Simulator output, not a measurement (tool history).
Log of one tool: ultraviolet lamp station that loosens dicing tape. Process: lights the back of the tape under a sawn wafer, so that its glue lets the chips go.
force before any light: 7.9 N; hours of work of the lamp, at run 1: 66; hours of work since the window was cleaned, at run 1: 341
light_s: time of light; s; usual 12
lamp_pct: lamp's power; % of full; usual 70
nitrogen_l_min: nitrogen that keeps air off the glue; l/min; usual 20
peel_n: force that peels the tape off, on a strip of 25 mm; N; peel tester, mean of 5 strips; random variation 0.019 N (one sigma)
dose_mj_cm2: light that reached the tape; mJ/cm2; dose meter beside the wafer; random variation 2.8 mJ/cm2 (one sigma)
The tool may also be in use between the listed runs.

run	hour	light_s	lamp_pct	nitrogen_l_min	hours of work of the lamp	hours of work since the window was cleaned	peel_n	dose_mj_cm2
1	0.0	12	70	20	66	341	0.960	383
2	17.8	12	70	20	77	352	0.935	381
3	48.9	12	70	20	97	372	0.938	382
4	65.5	12	70	20	108	383	0.932	384
5	80.8	9	70	20	117	393	1.549	286
6	107.4	9	70	20	134	410	1.606	284
7	136.1	9	71	20	153	428	1.544	286
8	157.8	9	71	7	167	442	2.228	291
9	177.0	9	71	7	179	454	2.171	292
10	208.9	9	80	7	199	475	1.836	326
11	228.4	9	80	7	212	487	1.835	333
12	248.0	9	80	7	224	500	1.863	326
13	270.8	9	80	7	239	514	1.772	324
14	301.0	9	80	7	258	533	1.866	324
15	323.8	12	70	20	273	548	0.942	384
16	351.1	12	70	24	290	566	0.889	379
17	376.8	12	70	24	307	582	0.872	381
18	406.6	12	70	24	326	601	0.901	383
# hour 427.7: window cleaned of glue's vapour
19	427.7	12	70	24	339	0	0.869	380
20	456.8	12	82	20	358	19	0.687	449
21	472.6	12	70	20	368	29	0.939	384
22	498.4	20	62	20	384	45	0.415	558
23	528.4	15	66	10	403	64	0.938	444
24	547.2	15	74	10	415	76	0.757	509
25	562.1	11	74	14	425	86	1.155	372
26	592.8	11	74	14	445	106	1.100	367
27	621.8	12	71	7	463	124	1.472	389
28	643.8	19	77	24	477	138	0.299	656
29	672.7	7	64	35	496	157	2.035	201
30	694.7	7	64	35	510	171	2.177	204
31	717.5	7	64	35	524	185	2.146	204
32	737.9	7	64	35	537	198	2.168	202
33	755.1	7	64	35	548	209	2.153	203
34	779.6	12	84	20	564	225	0.665	461
35	800.6	12	84	20	577	239	0.653	453
36	823.6	12	85	16	592	253	0.679	458
37	838.6	7	86	12	602	263	1.979	275
38	866.6	10	79	14	620	281	1.205	355
39	888.8	10	79	14	634	295	1.171	362
40	910.7	12	70	14	648	309	1.149	384
41	927.9	12	70	14	659	320	1.100	383
42	946.1	6	63	7	670	332	3.571	172

Forecast each of these 4 alternatives for the next run:
A	963.9	6	88	7	682	343	?	?
B	963.9	8	75	15	682	343	?	?
C	963.9	23	65	19	682	343	?	?
D	963.9	6	92	7	682	343	?	?

run	peel_n	dose_mj_cm2
A	2.677	242
B	1.825	274
C	0.301	686
D	2.608	256
Without the tool's hidden state the same runs would have given:
run	peel_n	dose_mj_cm2
A	2.669	243
B	1.818	275
C	0.299	688
D	2.600	257
